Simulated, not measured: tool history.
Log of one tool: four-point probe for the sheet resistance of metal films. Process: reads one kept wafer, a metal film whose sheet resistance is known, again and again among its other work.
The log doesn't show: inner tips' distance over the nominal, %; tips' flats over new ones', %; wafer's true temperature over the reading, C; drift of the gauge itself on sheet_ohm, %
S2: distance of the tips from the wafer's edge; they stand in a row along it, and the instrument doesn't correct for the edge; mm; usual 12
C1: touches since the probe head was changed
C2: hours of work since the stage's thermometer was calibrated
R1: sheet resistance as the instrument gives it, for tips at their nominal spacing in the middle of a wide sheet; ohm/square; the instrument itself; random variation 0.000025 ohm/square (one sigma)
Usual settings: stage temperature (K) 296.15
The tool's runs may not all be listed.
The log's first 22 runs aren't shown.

run 23 day=38.850 | stage_temperature_(K)=296.15 S2=12 | C1=41652 C2=91 | R1=0.127930
run 24 day=40.679 | stage_temperature_(K)=298.15 S2=4 | C1=42361 C2=111 | R1=0.133499
run 25 day=42.262 | stage_temperature_(K)=298.15 S2=4 | C1=42973 C2=128 | R1=0.133496
run 26 day=43.562 | stage_temperature_(K)=304.15 S2=9 | C1=43477 C2=142 | R1=0.127667
run 27 day=45.383 | stage_temperature_(K)=296.15 S2=61 | C1=44181 C2=162 | R1=0.127243
run 28 day=47.021 | stage_temperature_(K)=304.15 S2=6 | C1=44815 C2=180 | R1=0.129290
run 29 day=48.471 | stage_temperature_(K)=292.15 S2=6 | C1=45375 C2=196 | R1=0.130678
run 30 day=50.092 | stage_temperature_(K)=301.15 S2=23 | C1=46004 C2=214 | R1=0.126844
run 31 day=51.812 | stage_temperature_(K)=297.15 S2=12 | C1=46670 C2=232 | R1=0.127782
run 32 day=53.050 | stage_temperature_(K)=297.15 S2=36 | C1=47149 C2=246 | R1=0.127158
run 33 day=54.979 | stage_temperature_(K)=297.15 S2=36 | C1=47894 C2=267 | R1=0.127151
run 34 day=56.954 | stage_temperature_(K)=295.15 S2=12 | C1=48660 C2=288 | R1=0.128094
run 35 day=59.133 | stage_temperature_(K)=294.15 S2=8 | C1=49503 C2=312 | R1=0.129085
run 36 day=60.917 | stage_temperature_(K)=294.15 S2=8 | C1=50192 C2=332 | R1=0.129134
run 37 day=62.821 | stage_temperature_(K)=308.15 S2=5 | C1=50930 C2=352 | R1=0.130111
run 38 day=65.208 | stage_temperature_(K)=308.15 S2=5 | C1=51853 C2=378 | R1=0.130112
run 39 day=67.442 | stage_temperature_(K)=303.15 S2=17 | C1=52718 C2=403 | R1=0.126747
run 40 day=69.742 | stage_temperature_(K)=307.15 S2=8 | C1=53607 C2=428 | R1=0.127658
run 41 day=72.133 | stage_temperature_(K)=298.15 S2=8 | C1=54533 C2=454 | R1=0.128686
run 42 day=73.358 | stage_temperature_(K)=293.15 S2=29 | C1=55007 C2=467 | R1=0.127716
run 43 day=75.096 | stage_temperature_(K)=293.15 S2=29 | C1=55680 C2=486 | R1=0.127654
run 44 day=76.579 | stage_temperature_(K)=300.15 S2=5 | C1=56253 C2=502 | R1=0.131005
run 45 day=78.308 | stage_temperature_(K)=299.15 S2=37 | C1=56922 C2=521 | R1=0.126951

4 ways to go on from here, each from the tool as it stands after run 45. What would each give?
run A day=80.329 | stage_temperature_(K)=295.15 S2=12 | C1=57706 C2=543 | R1=?
run B day=80.329 | stage_temperature_(K)=302.15 S2=51 | C1=57706 C2=543 | R1=?
run C day=80.329 | stage_temperature_(K)=302.15 S2=37 | C1=57706 C2=543 | R1=?
run D day=80.329 | stage_temperature_(K)=301.15 S2=5 | C1=57706 C2=543 | R1=?

run=A R1=0.128043
run=B R1=0.126586
run=C R1=0.126598
run=D R1=0.130882
Without the tool's hidden state the same runs would have given:
run=A R1=0.127541
run=B R1=0.126089
run=C R1=0.126100
run=D R1=0.130370
